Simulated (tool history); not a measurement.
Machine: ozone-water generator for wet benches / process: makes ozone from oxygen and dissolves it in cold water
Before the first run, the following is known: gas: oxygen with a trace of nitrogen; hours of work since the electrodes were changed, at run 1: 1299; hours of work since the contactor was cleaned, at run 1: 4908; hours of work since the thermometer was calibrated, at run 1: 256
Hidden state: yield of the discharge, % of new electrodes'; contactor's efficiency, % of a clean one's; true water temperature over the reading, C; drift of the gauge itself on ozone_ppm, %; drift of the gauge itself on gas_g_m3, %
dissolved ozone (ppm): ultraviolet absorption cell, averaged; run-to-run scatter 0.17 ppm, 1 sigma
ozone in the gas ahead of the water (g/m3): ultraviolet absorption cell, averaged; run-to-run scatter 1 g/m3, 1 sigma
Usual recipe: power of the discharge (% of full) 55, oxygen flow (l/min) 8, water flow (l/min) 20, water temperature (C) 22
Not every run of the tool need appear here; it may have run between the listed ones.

run	hour	power of the discharge (% of full)	oxygen flow (l/min)	water flow (l/min)	water temperature (C)	hours of work since the electrodes were changed	hours of work since the contactor was cleaned	hours of work since the thermometer was calibrated	dissolved ozone (ppm)	ozone in the gas ahead of the water (g/m3)
1	0	55	8	20	22	1299	4908	256	23.2	180.1
2	29.2	55	8	16	22	1325	4934	282	26.3	178.8
3	49.6	55	8	16	22	1344	4953	301	26.2	179
4	66	55	8	20	22	1358	4968	316	23.2	179.6
5	81.9	55	8	17	22	1373	4982	330	25.6	178.9
6	100.6	55	8	20	22	1390	4999	347	23.3	180.1
7	132.4	55	8	20	17	1419	5028	376	25.3	177.4
8	147.8	55	8	20	22	1433	5042	390	23.2	179.1
9	175.1	55	8	20	22	1457	5067	415	23.3	177.2
10	208.6	55	8	20	22	1488	5097	445	23.2	177.9
11	230.7	64	8	20	22	1508	5117	465	25.1	190.1
12	262.5	55	7.4	20	22	1537	5146	494	23.3	183.9
13	277	55	7.4	20	22	1550	5159	507	23.2	183.1
14	303	55	7.4	20	22	1573	5183	531	23.3	182.6
15	326.6	55	7.4	20	22	1595	5204	552	23.1	181.1
16	343.6	55	8	20	22	1610	5220	567	22.8	175.1
17	377	55	7.85	20	22	1640	5250	598	23.2	176
18	393	53	6.82	20	26	1655	5264	612	21.3	185.7
19	413.9	53	6.82	20	26	1674	5283	631	21.5	183.6
20	439.7	64	12.54	19	21	1697	5307	655	25.5	154.9
# hour 458.9: gauge calibrated
21	462.3	64	12.54	19	21	1718	5327	675	25.6	160.5
22	493.7	49	12.54	15	21	1746	5356	704	24.6	137.3
23	529.1	49	12.54	15	21	1778	5388	736	24.7	137.2
24	560.7	63	8	20	22	1807	5416	764	25.2	192.7
25	580.5	63	8	24	23	1825	5434	782	21.5	191.4
26	605.4	55	5.99	24	22	1848	5457	805	20.5	203
27	621.4	55	5.99	24	22	1862	5472	819	20.2	202.2
28	640.7	42	8	20	20	1880	5489	837	20.7	152.4
29	661.7	42	8	20	20	1899	5508	856	20.8	152.6
30	676.2	61	8	30	22	1912	5521	869	18.6	186.6
31	698.8	61	8	30	22	1932	5542	890	18.5	186.3
32	724.6	61	6.67	30	22	1956	5565	913	18.3	201.8
33	751.9	50	14.36	28	29	1980	5590	938	15	129

Predict each of these 3 candidate next runs independently; none follows another, all start after run 33:
A	778.7	50	4.54	24	29	2005	5614	962	?	?
B	778.7	56	4.52	20	27	2005	5614	962	?	?
C	778.7	55	8	20	17	2005	5614	962	?	?

run	dissolved ozone (ppm)	ozone in the gas ahead of the water (g/m3)
A	16.8	213.6
B	21.4	230
C	25.2	175.6
With no hidden state in the tool, these same runs would have given:
run	dissolved ozone (ppm)	ozone in the gas ahead of the water (g/m3)
A	16.8	218.1
B	21.4	234.9
C	25.3	179.3
